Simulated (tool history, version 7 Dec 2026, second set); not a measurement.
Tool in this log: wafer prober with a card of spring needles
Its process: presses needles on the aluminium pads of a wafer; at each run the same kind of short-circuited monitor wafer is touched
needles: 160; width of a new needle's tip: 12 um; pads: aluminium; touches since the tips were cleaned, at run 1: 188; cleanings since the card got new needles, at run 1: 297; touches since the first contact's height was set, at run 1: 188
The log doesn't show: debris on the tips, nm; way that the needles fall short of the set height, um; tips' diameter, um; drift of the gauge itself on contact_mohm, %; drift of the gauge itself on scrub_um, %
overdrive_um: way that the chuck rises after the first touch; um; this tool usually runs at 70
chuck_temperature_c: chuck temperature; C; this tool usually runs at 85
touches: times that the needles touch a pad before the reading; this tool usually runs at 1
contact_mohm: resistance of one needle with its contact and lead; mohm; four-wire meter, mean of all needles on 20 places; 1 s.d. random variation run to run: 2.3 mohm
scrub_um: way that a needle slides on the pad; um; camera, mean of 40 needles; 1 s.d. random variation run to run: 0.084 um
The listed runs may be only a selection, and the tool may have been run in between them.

run,hour,overdrive_um,chuck_temperature_c,touches,touches since the tips were cleaned,cleanings since the card got new needles,touches since the first contact's height was set,contact_mohm,scrub_um
1,0,70,85,1,188,297,188,270,10.79
# hour 10.7: tips cleaned on abrasive film
# hour 21.4: tips cleaned on abrasive film
# hour 32.1: tips cleaned on abrasive film
# hour 42.8: tips cleaned on abrasive film
2,49.2,70,85,1,1626,301,12511,305,10.87
# hour 54.6: tips cleaned on abrasive film
# hour 65.3: tips cleaned on abrasive film
# hour 76: tips cleaned on abrasive film
# hour 86.8: tips cleaned on abrasive film
# hour 97.5: tips cleaned on abrasive film
# hour 108.2: tips cleaned on abrasive film
# hour 118.9: tips cleaned on abrasive film
# hour 129.6: tips cleaned on abrasive film
3,133.1,70,85,1,901,309,33474,290,10.59
# hour 141.2: tips cleaned on abrasive film
# hour 151.9: tips cleaned on abrasive film
# hour 162.6: tips cleaned on abrasive film
# hour 173.3: tips cleaned on abrasive film
# hour 184: tips cleaned on abrasive film
4,187.4,70,85,1,852,314,47032,289,10.47
# hour 195.4: tips cleaned on abrasive film
# hour 206.1: tips cleaned on abrasive film
# hour 216.8: tips cleaned on abrasive film
# hour 227.5: tips cleaned on abrasive film
5,231.4,70,85,1,966,318,58031,294,10.46
# hour 239.4: tips cleaned on abrasive film
# hour 250.1: tips cleaned on abrasive film
# hour 262.1: card fitted with new needles
# hour 272.8: tips cleaned on abrasive film
# hour 283.5: tips cleaned on abrasive film
# hour 294.2: tips cleaned on abrasive film
# hour 304.9: tips cleaned on abrasive film
6,310.9,61,85,1,1505,4,12205,283,9.26
# hour 316.3: tips cleaned on abrasive film
# hour 329.6: tips cleaned on abrasive film
# hour 343: tips cleaned on abrasive film
# hour 353.7: tips cleaned on abrasive film
# hour 364.4: tips cleaned on abrasive film
# hour 377.8: tips cleaned on abrasive film
# hour 388.5: tips cleaned on abrasive film
7,395.5,70,85,1,1787,11,33387,279,10.64
# hour 400.9: tips cleaned on abrasive film
# hour 411.6: tips cleaned on abrasive film
# hour 422.3: tips cleaned on abrasive film
# hour 433: tips cleaned on abrasive film
# hour 443.7: tips cleaned on abrasive film
8,448.9,70,85,1,1309,16,46734,278,10.51
# hour 457: tips cleaned on abrasive film
# hour 470.3: tips cleaned on abrasive film
# hour 481: tips cleaned on abrasive film
# hour 491.7: tips cleaned on abrasive film
# hour 505.1: tips cleaned on abrasive film
9,508.5,70,85,1,859,21,61637,266,10.31
# hour 516.6: tips cleaned on abrasive film
# hour 527.3: tips cleaned on abrasive film
# hour 540.6: tips cleaned on abrasive film
# hour 551.3: tips cleaned on abrasive film
# hour 562: tips cleaned on abrasive film
# hour 572.7: tips cleaned on abrasive film
# hour 583.4: tips cleaned on abrasive film
# hour 594.1: tips cleaned on abrasive film
# hour 604.8: tips cleaned on abrasive film
10,604.8,70,85,1,0,30,85710,261,10.41
# hour 617.8: tips cleaned on abrasive film
# hour 628.5: tips cleaned on abrasive film
# hour 634.1: height of the first contact set anew
# hour 639.5: tips cleaned on abrasive film
# hour 650.2: tips cleaned on abrasive film
# hour 660.9: tips cleaned on abrasive film
# hour 671.6: tips cleaned on abrasive film
# hour 685: tips cleaned on abrasive film
11,687.9,80,85,1,743,37,13450,266,11.32
# hour 695.9: tips cleaned on abrasive film
# hour 706.6: tips cleaned on abrasive film
# hour 717.3: tips cleaned on abrasive film
# hour 728.1: tips cleaned on abrasive film
# hour 738.8: tips cleaned on abrasive film
# hour 752.1: tips cleaned on abrasive film
# hour 762.8: tips cleaned on abrasive film
12,767.2,80,85,1,1113,44,33285,270,11.28
# hour 775.3: tips cleaned on abrasive film
# hour 786: tips cleaned on abrasive film
# hour 796.7: tips cleaned on abrasive film
# hour 802.3: height of the first contact set anew, once more
# hour 810.3: tips cleaned on abrasive film
# hour 823.7: tips cleaned on abrasive film
# hour 834.4: tips cleaned on abrasive film
# hour 845.1: tips cleaned on abrasive film
# hour 858.4: tips cleaned on abrasive film
13,858.6,87,71,1,47,52,14091,252,13.58
# hour 869.3: tips cleaned on abrasive film
# hour 880: tips cleaned on abrasive film
# hour 890.7: tips cleaned on abrasive film
# hour 904.1: tips cleaned on abrasive film
# hour 914.8: tips cleaned on abrasive film
# hour 925.5: tips cleaned on abrasive film
14,926.4,87,71,1,214,58,31027,255,13.21

Estimate the outcome of run 15 from the log above:
# hour 937: tips cleaned on abrasive film
# hour 950.4: tips cleaned on abrasive film
# hour 961.1: tips cleaned on abrasive film
# hour 971.8: tips cleaned on abrasive film
# hour 982.5: tips cleaned on abrasive film
# hour 995.9: tips cleaned on abrasive film
# hour 1006.6: tips cleaned on abrasive film
15,1007.5,70,85,1,225,65,51313,?,?

contact_mohm: 261 mohm
scrub_um: 10.41 um
With no hidden state in the tool, this same run would have given contact_mohm 252 mohm, scrub_um 10.71 um.
